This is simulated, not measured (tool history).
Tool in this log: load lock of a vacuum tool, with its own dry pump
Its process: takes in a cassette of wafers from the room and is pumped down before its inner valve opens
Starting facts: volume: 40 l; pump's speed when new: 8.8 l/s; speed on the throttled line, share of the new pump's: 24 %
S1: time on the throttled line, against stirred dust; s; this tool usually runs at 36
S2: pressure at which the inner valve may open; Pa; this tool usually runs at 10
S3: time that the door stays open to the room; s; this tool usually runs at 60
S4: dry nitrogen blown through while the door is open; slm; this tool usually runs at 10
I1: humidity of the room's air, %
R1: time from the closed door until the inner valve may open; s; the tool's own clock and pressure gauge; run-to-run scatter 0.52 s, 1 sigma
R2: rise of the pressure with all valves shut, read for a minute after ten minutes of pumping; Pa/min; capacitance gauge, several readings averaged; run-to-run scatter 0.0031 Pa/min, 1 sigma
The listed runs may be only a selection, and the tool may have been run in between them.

run 1 hour=0 | S1=36 S2=10 S3=60 S4=10 | I1=45.7 | R1=74.5 R2=0.736
run 2 hour=71.2 | S1=36 S2=10 S3=60 S4=10 | I1=42.4 | R1=74.2 R2=0.765
run 3 hour=169.4 | S1=36 S2=10 S3=60 S4=10 | I1=46.3 | R1=73.8 R2=0.783
run 4 hour=296.2 | S1=36 S2=10 S3=60 S4=32 | I1=45.6 | R1=74.9 R2=0.759
run 5 hour=391.2 | S1=36 S2=10 S3=60 S4=10 | I1=46.5 | R1=73.9 R2=0.795
run 6 hour=544.9 | S1=36 S2=12 S3=60 S4=10 | I1=44.3 | R1=74.1 R2=0.854
-- hour=649.3 door's seal changed, seat wiped
run 7 hour=664.8 | S1=36 S2=10 S3=60 S4=10 | I1=44.9 | R1=74.9 R2=0.064
run 8 hour=747.4 | S1=36 S2=10 S3=60 S4=10 | I1=45.8 | R1=76 R2=0.064

Run 9, settings as shown, results not yet in. Your forecast:
run 9 hour=898.7 | S1=36 S2=10 S3=114 S4=10 | I1=42.9 | R1=? R2=?

Run 9 produced R1 75.7 s, R2 0.085 Pa/min.
The same run, on a tool lacking any hidden state, would have yielded R1 70.1 s, R2 0.075 Pa/min.
